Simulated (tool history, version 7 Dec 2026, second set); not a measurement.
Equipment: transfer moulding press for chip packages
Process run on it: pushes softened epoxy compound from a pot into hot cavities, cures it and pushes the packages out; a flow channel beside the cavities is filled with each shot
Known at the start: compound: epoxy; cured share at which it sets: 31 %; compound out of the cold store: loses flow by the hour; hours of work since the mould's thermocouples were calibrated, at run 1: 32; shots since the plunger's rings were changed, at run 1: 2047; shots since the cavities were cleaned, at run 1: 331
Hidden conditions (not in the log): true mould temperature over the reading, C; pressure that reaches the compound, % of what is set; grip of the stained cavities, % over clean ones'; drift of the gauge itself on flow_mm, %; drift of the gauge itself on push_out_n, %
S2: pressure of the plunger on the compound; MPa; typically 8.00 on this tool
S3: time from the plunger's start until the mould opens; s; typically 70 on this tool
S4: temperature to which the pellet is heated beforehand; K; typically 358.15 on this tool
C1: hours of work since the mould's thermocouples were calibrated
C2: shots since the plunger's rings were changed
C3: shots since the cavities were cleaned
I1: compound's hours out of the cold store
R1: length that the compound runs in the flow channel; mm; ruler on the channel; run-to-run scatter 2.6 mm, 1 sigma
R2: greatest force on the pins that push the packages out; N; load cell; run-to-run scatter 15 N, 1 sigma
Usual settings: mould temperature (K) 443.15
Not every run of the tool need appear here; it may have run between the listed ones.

run 1 hour=0.0 | mould_temperature_(K)=443.15 S2=8.00 S3=70 S4=358.15 | C1=32 C2=2047 C3=331 | I1=39.0 | R1=545 R2=880
run 2 hour=5.6 | mould_temperature_(K)=443.15 S2=8.00 S3=70 S4=358.15 | C1=35 C2=2126 C3=410 | I1=25.3 | R1=590 R2=998
run 3 hour=10.3 | mould_temperature_(K)=443.15 S2=8.00 S3=70 S4=358.15 | C1=38 C2=2193 C3=477 | I1=33.7 | R1=562 R2=1010
run 4 hour=20.9 | mould_temperature_(K)=443.15 S2=8.00 S3=70 S4=358.15 | C1=44 C2=2343 C3=627 | I1=39.1 | R1=547 R2=999
run 5 hour=26.7 | mould_temperature_(K)=443.15 S2=8.00 S3=70 S4=358.15 | C1=48 C2=2425 C3=709 | I1=19.1 | R1=606 R2=1125
-- hour=37.1 cavities cleaned with cleaning compound and waxed
run 6 hour=37.1 | mould_temperature_(K)=443.15 S2=8.00 S3=70 S4=358.15 | C1=53 C2=2552 C3=0 | I1=18.0 | R1=610 R2=833
run 7 hour=45.6 | mould_temperature_(K)=443.15 S2=8.00 S3=70 S4=358.15 | C1=58 C2=2672 C3=120 | I1=10.5 | R1=623 R2=936
run 8 hour=53.0 | mould_temperature_(K)=443.15 S2=8.00 S3=91 S4=358.15 | C1=62 C2=2777 C3=225 | I1=9.9 | R1=623 R2=564
run 9 hour=60.8 | mould_temperature_(K)=440.15 S2=8.00 S3=70 S4=358.15 | C1=67 C2=2888 C3=336 | I1=10.3 | R1=628 R2=1360
run 10 hour=65.7 | mould_temperature_(K)=443.15 S2=8.00 S3=70 S4=358.15 | C1=70 C2=2957 C3=405 | I1=27.5 | R1=573 R2=1006
-- hour=74.3 plunger's sealing rings changed
run 11 hour=78.9 | mould_temperature_(K)=443.15 S2=8.00 S3=70 S4=358.15 | C1=76 C2=66 C3=557 | I1=41.4 | R1=571 R2=1046
run 12 hour=87.8 | mould_temperature_(K)=443.15 S2=8.00 S3=92 S4=358.15 | C1=81 C2=192 C3=683 | I1=44.7 | R1=559 R2=644
run 13 hour=96.3 | mould_temperature_(K)=443.15 S2=8.00 S3=92 S4=358.15 | C1=86 C2=313 C3=804 | I1=28.6 | R1=603 R2=680
-- hour=99.5 cavities cleaned with cleaning compound and waxed
run 14 hour=109.1 | mould_temperature_(K)=443.15 S2=8.00 S3=70 S4=358.15 | C1=93 C2=472 C3=136 | I1=35.5 | R1=577 R2=835
run 15 hour=119.1 | mould_temperature_(K)=443.15 S2=8.00 S3=70 S4=358.15 | C1=99 C2=615 C3=279 | I1=27.0 | R1=604 R2=940
run 16 hour=127.9 | mould_temperature_(K)=444.15 S2=8.00 S3=56 S4=350.15 | C1=104 C2=739 C3=403 | I1=35.2 | R1=579 R2=1776
run 17 hour=136.8 | mould_temperature_(K)=444.15 S2=8.00 S3=56 S4=350.15 | C1=109 C2=865 C3=529 | I1=39.0 | R1=564 R2=1765
run 18 hour=147.7 | mould_temperature_(K)=438.15 S2=7.58 S3=70 S4=358.15 | C1=116 C2=1020 C3=684 | I1=35.0 | R1=569 R2=1593
run 19 hour=152.8 | mould_temperature_(K)=443.15 S2=8.66 S3=52 S4=359.15 | C1=119 C2=1092 C3=756 | I1=42.8 | R1=574 R2=2238
-- hour=159.4 cavities cleaned with cleaning compound and waxed
run 20 hour=162.1 | mould_temperature_(K)=443.15 S2=8.00 S3=98 S4=358.15 | C1=123 C2=1202 C3=38 | I1=19.3 | R1=624 R2=452
run 21 hour=172.6 | mould_temperature_(K)=447.15 S2=8.00 S3=70 S4=357.15 | C1=129 C2=1351 C3=187 | I1=11.8 | R1=635 R2=715
run 22 hour=179.2 | mould_temperature_(K)=443.15 S2=8.00 S3=109 S4=358.15 | C1=133 C2=1445 C3=281 | I1=37.5 | R1=569 R2=497
run 23 hour=187.0 | mould_temperature_(K)=440.15 S2=7.70 S3=108 S4=367.15 | C1=138 C2=1555 C3=391 | I1=42.2 | R1=548 R2=572
run 24 hour=195.6 | mould_temperature_(K)=440.15 S2=7.70 S3=108 S4=367.15 | C1=143 C2=1678 C3=514 | I1=8.1 | R1=645 R2=624
run 25 hour=204.8 | mould_temperature_(K)=443.15 S2=8.00 S3=68 S4=363.15 | C1=148 C2=1808 C3=644 | I1=29.5 | R1=582 R2=1176
run 26 hour=212.4 | mould_temperature_(K)=443.15 S2=8.00 S3=68 S4=363.15 | C1=153 C2=1916 C3=752 | I1=46.0 | R1=536 R2=1113
-- hour=219.4 cavities cleaned with cleaning compound and waxed
run 27 hour=225.2 | mould_temperature_(K)=439.15 S2=9.84 S3=102 S4=358.15 | C1=159 C2=2076 C3=83 | I1=36.5 | R1=626 R2=513
run 28 hour=233.5 | mould_temperature_(K)=443.15 S2=8.46 S3=70 S4=352.15 | C1=164 C2=2193 C3=200 | I1=18.8 | R1=630 R2=987
run 29 hour=240.0 | mould_temperature_(K)=443.15 S2=8.46 S3=70 S4=352.15 | C1=168 C2=2286 C3=293 | I1=47.4 | R1=545 R2=970
run 30 hour=250.5 | mould_temperature_(K)=443.15 S2=8.00 S3=57 S4=359.15 | C1=174 C2=2435 C3=442 | I1=33.5 | R1=564 R2=1745

3 options for the next run, each taken on its own from the tool as it stands now. Forecast them:
run A hour=258.3 | mould_temperature_(K)=440.15 S2=8.00 S3=57 S4=359.15 | C1=179 C2=2546 C3=553 | I1=30.8 | R1=? R2=?
run B hour=258.3 | mould_temperature_(K)=443.15 S2=9.98 S3=70 S4=361.15 | C1=179 C2=2546 C3=553 | I1=28.0 | R1=? R2=?
run C hour=258.3 | mould_temperature_(K)=439.15 S2=8.00 S3=97 S4=359.15 | C1=179 C2=2546 C3=553 | I1=20.2 | R1=? R2=?

run=A R1=574 R2=2098
run=B R1=646 R2=1035
run=C R1=608 R2=696
What these runs would have given with no unlogged condition in the tool:
run=A R1=606 R2=1455
run=B R1=682 R2=710
run=C R1=642 R2=480

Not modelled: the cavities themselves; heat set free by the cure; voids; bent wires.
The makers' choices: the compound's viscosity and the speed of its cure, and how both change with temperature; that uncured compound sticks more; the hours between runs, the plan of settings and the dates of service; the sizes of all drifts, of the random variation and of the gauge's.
